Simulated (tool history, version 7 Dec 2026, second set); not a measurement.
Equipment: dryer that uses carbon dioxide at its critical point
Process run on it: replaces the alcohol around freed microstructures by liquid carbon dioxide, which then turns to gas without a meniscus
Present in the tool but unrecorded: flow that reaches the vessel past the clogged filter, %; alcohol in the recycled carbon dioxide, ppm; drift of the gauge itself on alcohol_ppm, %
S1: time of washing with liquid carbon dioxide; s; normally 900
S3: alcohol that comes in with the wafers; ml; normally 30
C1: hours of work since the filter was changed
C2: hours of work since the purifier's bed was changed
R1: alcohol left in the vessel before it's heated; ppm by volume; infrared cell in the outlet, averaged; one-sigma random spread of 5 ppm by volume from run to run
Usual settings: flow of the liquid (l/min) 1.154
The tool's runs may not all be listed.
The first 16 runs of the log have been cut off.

run 17 hour=209.8 | S1=720 flow_of_the_liquid_(l/min)=1.154 S3=30 | C1=196 C2=561 | R1=94
run 18 hour=225.4 | S1=720 flow_of_the_liquid_(l/min)=1.154 S3=30 | C1=206 C2=572 | R1=98
run 19 hour=238.9 | S1=720 flow_of_the_liquid_(l/min)=1.154 S3=30 | C1=215 C2=580 | R1=97
run 20 hour=255.3 | S1=720 flow_of_the_liquid_(l/min)=1.154 S3=120 | C1=226 C2=591 | R1=215
run 21 hour=268 | S1=900 flow_of_the_liquid_(l/min)=1 S3=103 | C1=234 C2=600 | R1=129
run 22 hour=276.2 | S1=900 flow_of_the_liquid_(l/min)=1.53 S3=39 | C1=239 C2=605 | R1=74
run 23 hour=285.3 | S1=1380 flow_of_the_liquid_(l/min)=1.53 S3=34 | C1=245 C2=611 | R1=66
run 24 hour=297.3 | S1=1140 flow_of_the_liquid_(l/min)=1.24 S3=92 | C1=253 C2=619 | R1=75
run 25 hour=307.7 | S1=840 flow_of_the_liquid_(l/min)=0.77 S3=22 | C1=260 C2=626 | R1=163
-- hour=316.2 inlet filter changed
run 26 hour=321.6 | S1=840 flow_of_the_liquid_(l/min)=0.77 S3=22 | C1=4 C2=634 | R1=142
run 27 hour=329.7 | S1=720 flow_of_the_liquid_(l/min)=1.56 S3=32 | C1=9 C2=639 | R1=75
run 28 hour=341.3 | S1=540 flow_of_the_liquid_(l/min)=0.78 S3=90 | C1=16 C2=647 | R1=1717
run 29 hour=349.4 | S1=540 flow_of_the_liquid_(l/min)=0.78 S3=90 | C1=22 C2=652 | R1=1687
run 30 hour=363.1 | S1=720 flow_of_the_liquid_(l/min)=1.02 S3=71 | C1=31 C2=661 | R1=200
run 31 hour=376.2 | S1=540 flow_of_the_liquid_(l/min)=1.21 S3=71 | C1=39 C2=670 | R1=300
run 32 hour=387.3 | S1=540 flow_of_the_liquid_(l/min)=1.21 S3=71 | C1=47 C2=677 | R1=314
run 33 hour=403.9 | S1=1320 flow_of_the_liquid_(l/min)=1.51 S3=115 | C1=58 C2=688 | R1=82
run 34 hour=416 | S1=780 flow_of_the_liquid_(l/min)=1.51 S3=67 | C1=65 C2=696 | R1=89
run 35 hour=429.6 | S1=780 flow_of_the_liquid_(l/min)=1.51 S3=67 | C1=74 C2=705 | R1=85
run 36 hour=446.3 | S1=780 flow_of_the_liquid_(l/min)=0.75 S3=37 | C1=85 C2=716 | R1=268
run 37 hour=459.5 | S1=780 flow_of_the_liquid_(l/min)=0.75 S3=37 | C1=94 C2=724 | R1=295
run 38 hour=470.5 | S1=720 flow_of_the_liquid_(l/min)=1.154 S3=98 | C1=101 C2=732 | R1=173
run 39 hour=486.6 | S1=660 flow_of_the_liquid_(l/min)=0.98 S3=21 | C1=112 C2=742 | R1=171

Alternative continuations, all from the tool just after run 39; predict every row:
run A hour=503.8 | S1=660 flow_of_the_liquid_(l/min)=1.3 S3=33 | C1=123 C2=753 | R1=?
run B hour=503.8 | S1=660 flow_of_the_liquid_(l/min)=0.98 S3=43 | C1=123 C2=753 | R1=?
run C hour=503.8 | S1=960 flow_of_the_liquid_(l/min)=1.154 S3=30 | C1=123 C2=753 | R1=?
run D hour=503.8 | S1=720 flow_of_the_liquid_(l/min)=1.46 S3=25 | C1=123 C2=753 | R1=?
run E hour=503.8 | S1=900 flow_of_the_liquid_(l/min)=1.1 S3=21 | C1=123 C2=753 | R1=?

run=A R1=121
run=B R1=250
run=C R1=94
run=D R1=86
run=E R1=96
With no hidden state in the tool, these same runs would have given:
run=A R1=35
run=B R1=141
run=C R1=13
run=D R1=7
run=E R1=15
